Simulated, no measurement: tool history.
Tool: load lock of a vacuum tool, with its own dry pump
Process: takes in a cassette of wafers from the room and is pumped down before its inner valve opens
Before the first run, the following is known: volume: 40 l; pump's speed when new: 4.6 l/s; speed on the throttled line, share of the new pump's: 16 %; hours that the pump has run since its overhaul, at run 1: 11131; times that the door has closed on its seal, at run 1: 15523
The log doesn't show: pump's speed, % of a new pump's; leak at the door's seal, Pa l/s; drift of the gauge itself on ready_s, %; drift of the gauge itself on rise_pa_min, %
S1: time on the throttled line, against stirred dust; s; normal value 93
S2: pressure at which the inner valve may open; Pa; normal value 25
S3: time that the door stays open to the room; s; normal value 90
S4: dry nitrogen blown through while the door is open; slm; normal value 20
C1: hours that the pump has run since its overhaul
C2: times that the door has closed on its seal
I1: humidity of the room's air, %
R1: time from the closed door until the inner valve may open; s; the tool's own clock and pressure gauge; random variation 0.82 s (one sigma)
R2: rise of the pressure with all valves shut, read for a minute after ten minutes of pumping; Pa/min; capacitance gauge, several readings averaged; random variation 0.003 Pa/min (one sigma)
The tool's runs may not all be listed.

run,hour,S1,S2,S3,S4,C1,C2,I1,R1,R2
1,0.0,93,25,90,20,11131,15523,44.6,158.8,0.180
2,451.0,93,25,90,20,11582,16790,44.5,157.9,0.196
3,942.7,77,25,90,20,12074,18172,46.2,146.3,0.216
4,1419.3,93,25,90,20,12550,19511,46.3,160.5,0.236
5,1761.5,93,25,90,20,12892,20473,41.4,160.7,0.242
6,2223.8,93,25,168,14,13355,21772,45.4,161.8,0.279
7,2469.0,93,25,168,14,13600,22461,48.1,161.4,0.297
8,2961.1,93,25,168,14,14092,23844,46.2,162.1,0.311
9,3226.1,93,25,168,14,14357,24589,43.1,161.3,0.320
10,3536.3,93,25,168,14,14667,25460,48.3,161.8,0.341

Each row is a separate what-if for the run after 10, all from the same tool condition, not one after another. Results?
A,3930.5,144,25,168,14,15061,26568,43.0,?,?
B,3930.5,180,25,90,20,15061,26568,47.0,?,?
C,3930.5,93,37,90,25,15061,26568,47.4,?,?
D,3930.5,102,25,147,14,15061,26568,43.2,?,?
E,3930.5,77,22,168,35,15061,26568,44.4,?,?

run,R1,R2
A,203.7,0.346
B,232.5,0.326
C,157.5,0.334
D,169.4,0.354
E,150.9,0.337
Without the tool's hidden state the same runs would have given:
run,R1,R2
A,192.8,0.037
B,222.9,0.017
C,145.5,0.026
D,156.8,0.036
E,137.1,0.028
